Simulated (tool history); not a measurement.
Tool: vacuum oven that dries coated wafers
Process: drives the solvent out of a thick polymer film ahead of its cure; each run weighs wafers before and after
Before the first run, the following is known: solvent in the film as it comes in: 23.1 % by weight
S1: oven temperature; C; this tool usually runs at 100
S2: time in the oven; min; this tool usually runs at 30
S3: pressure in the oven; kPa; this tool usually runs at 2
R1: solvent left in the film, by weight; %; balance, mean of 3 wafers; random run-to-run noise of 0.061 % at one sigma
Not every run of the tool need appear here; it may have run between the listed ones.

| run | day | S1 | S2 | S3 | R1 |
|---|---|---|---|---|---|
| 1 | 0 | 100 | 30 | 2 | 3.51 |
| 2 | 2.175 | 107 | 30 | 2 | 2 |
| 3 | 4.188 | 90 | 30 | 2 | 7.58 |
| 4 | 6.558 | 90 | 30 | 2 | 7.71 |
| 5 | 8.471 | 90 | 30 | 2 | 7.55 |
| 6 | 11.558 | 100 | 36 | 2 | 2.9 |
| 7 | 13.154 | 100 | 36 | 2 | 2.9 |
| 8 | 15.5 | 100 | 36 | 2 | 2.99 |
| 9 | 16.954 | 100 | 30 | 2 | 3.54 |
| 10 | 18.638 | 100 | 30 | 2 | 3.59 |
| 11 | 20.188 | 100 | 30 | 2 | 3.56 |
| 12 | 22.867 | 100 | 30 | 2 | 3.49 |
| 13 | 25.5 | 100 | 30 | 2 | 3.49 |
| 14 | 27.921 | 100 | 30 | 2 | 3.58 |
| 15 | 30.708 | 110 | 30 | 2 | 1.6 |
| 16 | 33.15 | 110 | 30 | 2 | 1.73 |
| 17 | 36.083 | 110 | 30 | 2 | 1.62 |
| 18 | 38.079 | 100 | 54 | 2 | 2.2 |
|  | 40.704 | oven's thermocouples calibrated |
| 19 | 41.017 | 100 | 30 | 2 | 3.6 |
| 20 | 43 | 100 | 30 | 2 | 3.55 |
| 21 | 45.462 | 100 | 30 | 1.79 | 3.34 |
| 22 | 46.842 | 100 | 30 | 2 | 3.35 |
| 23 | 49.675 | 110 | 29 | 4.48 | 3.46 |
| 24 | 51.7 | 110 | 29 | 4.48 | 3.35 |
| 25 | 53.567 | 110 | 29 | 3.28 | 2.55 |
| 26 | 56.625 | 106 | 30 | 2 | 2.06 |
| 27 | 59.138 | 96 | 51 | 1.89 | 2.98 |
| 28 | 61.017 | 104 | 30 | 1.05 | 1.63 |
| 29 | 63.042 | 100 | 52 | 2.3 | 2.51 |
| 30 | 64.967 | 92 | 15 | 2 | 10.91 |
| 31 | 66.762 | 92 | 15 | 2 | 10.83 |
| 32 | 68.238 | 100 | 53 | 3.68 | 4.09 |
| 33 | 70.033 | 100 | 53 | 3.68 | 3.91 |
| 34 | 72.238 | 91 | 20 | 1.7 | 9.48 |
| 35 | 74.517 | 90 | 30 | 4.5 | 10.74 |
| 36 | 76.629 | 90 | 30 | 4.5 | 10.79 |
| 37 | 78.454 | 100 | 38 | 1.71 | 2.55 |
| 38 | 79.996 | 103 | 21 | 4.26 | 5.82 |
| 39 | 81.35 | 95 | 30 | 1.25 | 4.5 |
|  | 81.625 | vacuum gauge cleaned of residue and calibrated |
| 40 | 83.85 | 112 | 30 | 4.93 | 3.46 |
| 41 | 85.492 | 112 | 30 | 4.93 | 3.32 |
|  | 86.612 | oven's thermocouples calibrated |
| 42 | 87.742 | 112 | 30 | 4.93 | 3.4 |
| 43 | 90.075 | 86 | 36 | 1.87 | 8.38 |

Each row is a separate what-if for the run after 43, all from the same tool condition, not one after another. Results?
| A | 92.121 | 100 | 50 | 2 | ? |
| B | 92.121 | 102 | 18 | 1.87 | ? |
| C | 92.121 | 86 | 30 | 3.94 | ? |
| D | 92.121 | 109 | 36 | 5.33 | ? |

| run | R1 |
|---|---|
| A | 2.28 |
| B | 5.02 |
| C | 11.84 |
| D | 4.14 |
With the hidden condition removed and each run's random variation left untouched, the same runs would have given:
| run | R1 |
|---|---|
| A | 2.28 |
| B | 5.02 |
| C | 11.83 |
| D | 4.13 |

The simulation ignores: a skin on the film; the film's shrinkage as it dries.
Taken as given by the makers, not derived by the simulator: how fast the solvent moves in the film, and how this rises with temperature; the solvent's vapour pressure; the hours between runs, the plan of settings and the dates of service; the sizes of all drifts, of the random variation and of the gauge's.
